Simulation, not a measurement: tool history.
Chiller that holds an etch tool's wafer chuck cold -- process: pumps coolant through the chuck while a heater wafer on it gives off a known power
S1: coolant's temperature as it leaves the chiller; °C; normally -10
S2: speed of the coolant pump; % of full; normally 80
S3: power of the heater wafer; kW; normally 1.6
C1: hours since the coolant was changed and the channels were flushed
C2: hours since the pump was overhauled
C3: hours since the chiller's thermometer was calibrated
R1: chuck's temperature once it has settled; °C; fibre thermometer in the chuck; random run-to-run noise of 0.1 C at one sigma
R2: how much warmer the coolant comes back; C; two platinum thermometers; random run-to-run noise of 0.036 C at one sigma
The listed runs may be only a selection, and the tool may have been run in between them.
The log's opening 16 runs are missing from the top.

Run 17, hour 619.6: usual settings but S3 1.518 kW; C1 1772; C2 2278; C3 3460. Result: R1 4.4 °C, R2 6.68 C.
Run 18, hour 658.5: usual settings but S1 -6 °C, S2 79 % of full, S3 2.102 kW; C1 1811; C2 2317; C3 3499. Result: R1 14.4 °C, R2 9.19 C.
Run 19, hour 687.1: usual settings but S1 -16 °C, S2 95 % of full; C1 1839; C2 2346; C3 3528. Result: R1 -2.3 °C, R2 5.84 C.
Run 20, hour 734.9: usual settings but S1 -12 °C, S2 74 % of full; C1 1887; C2 2393; C3 3576. Result: R1 4.2 °C, R2 7.63 C.
Run 21, hour 761.4: usual settings but S1 -12 °C, S2 68 % of full, S3 0.848 kW; C1 1913; C2 2420; C3 3602. Result: R1 -2.9 °C, R2 4.54 C.
Run 22, hour 801.3: usual settings but S2 66 % of full, S3 0.848 kW; C1 1953; C2 2460; C3 3642. Result: R1 -0.7 °C, R2 4.73 C.
Run 23, hour 826.1: usual settings but S2 66 % of full, S3 0.848 kW; C1 1978; C2 2485; C3 3667. Result: R1 -0.8 °C, R2 4.68 C.
Run 24, hour 848.6: usual settings but S1 -5 °C, S2 99 % of full, S3 1.684 kW; C1 2001; C2 2507; C3 3689. Result: R1 9.1 °C, R2 5.93 C.
Run 25, hour 885.5: usual settings but S1 -5 °C, S2 99 % of full, S3 1.684 kW; C1 2038; C2 2544; C3 3726. Result: R1 9.1 °C, R2 6.02 C.
Run 26, hour 910.9: usual settings but S2 91 % of full, S3 0.936 kW; C1 2063; C2 2569; C3 3752. Result: R1 -1.6 °C, R2 3.78 C.
At hour 922.7: gauge calibrated.
Run 27, hour 944.1: usual settings but S2 91 % of full, S3 0.936 kW; C1 2096; C2 2603; C3 3785. Result: R1 -1.4 °C, R2 3.41 C.
Run 28, hour 981.1: usual settings but S1 -18 °C, S2 91 % of full, S3 1.495 kW; C1 2133; C2 2640; C3 3822. Result: R1 -4.5 °C, R2 5.44 C.
Run 29, hour 1005.4: usual settings but S1 -18 °C, S2 70 % of full, S3 1.302 kW; C1 2157; C2 2664; C3 3846. Result: R1 -4.5 °C, R2 6.33 C.
Run 30, hour 1044.2: usual settings but S1 -13 °C, S2 99 % of full, S3 1.047 kW; C1 2196; C2 2703; C3 3885. Result: R1 -4.4 °C, R2 3.59 C.
Run 31, hour 1078.5: usual settings but S2 63 % of full, S3 1.765 kW; C1 2231; C2 2737; C3 3919. Result: R1 10.1 °C, R2 9.55 C.

Expected results for the next run?
Run 32, hour 1119.6: usual settings but S2 62 % of full, S3 1.462 kW; C1 2272; C2 2778; C3 3960. Result: R1 ?, R2 ?.

{"run 32": {"R1": 6.5, "R2": 8.11}}
With the hidden condition absent and the run-to-run variation left alone, this run would have shown R1 6.5 °C, R2 8.02 C.
